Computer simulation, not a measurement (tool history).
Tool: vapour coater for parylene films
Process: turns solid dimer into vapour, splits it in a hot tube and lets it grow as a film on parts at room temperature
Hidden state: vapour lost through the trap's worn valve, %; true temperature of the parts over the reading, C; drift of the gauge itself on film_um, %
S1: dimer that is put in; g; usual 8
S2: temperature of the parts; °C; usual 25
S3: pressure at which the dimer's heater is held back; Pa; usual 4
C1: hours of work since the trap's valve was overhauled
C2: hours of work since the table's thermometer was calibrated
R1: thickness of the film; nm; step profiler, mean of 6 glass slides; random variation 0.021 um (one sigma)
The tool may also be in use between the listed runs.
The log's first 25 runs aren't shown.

{"run": 26, "hour": 1041.4, "S1": 6, "S2": 31, "S3": 7.34, "C1": 158, "C2": 47, "R1": 1620}
{"run": 27, "hour": 1091.2, "S1": 6, "S2": 26, "S3": 7.34, "C1": 196, "C2": 85, "R1": 2030}
{"run": 28, "hour": 1135.7, "S1": 8, "S2": 20, "S3": 6.92, "C1": 230, "C2": 120, "R1": 3580}
{"run": 29, "hour": 1178.4, "S1": 8, "S2": 20, "S3": 5.7, "C1": 263, "C2": 153, "R1": 3690}
{"run": 30, "hour": 1202.2, "S1": 5, "S2": 32, "S3": 4.56, "C1": 282, "C2": 171, "R1": 1380}
{"hour": 1232.4, "done": "trap's valve overhauled"}
{"run": 31, "hour": 1239.3, "S1": 6, "S2": 20, "S3": 7.36, "C1": 5, "C2": 197, "R1": 2840}
{"run": 32, "hour": 1286.6, "S1": 4, "S2": 29, "S3": 2.83, "C1": 42, "C2": 233, "R1": 1430}
{"run": 33, "hour": 1320.0, "S1": 8, "S2": 30, "S3": 7.09, "C1": 68, "C2": 259, "R1": 2350}

Run 34 comes next. What will it give?
{"run": 34, "hour": 1351.9, "S1": 12, "S2": 28, "S3": 2.72, "C1": 92, "C2": 284, "R1": "?"}

{"run 34": {"R1": 4540}}
Without the tool's hidden state the same run would have given R1 4680 nm.
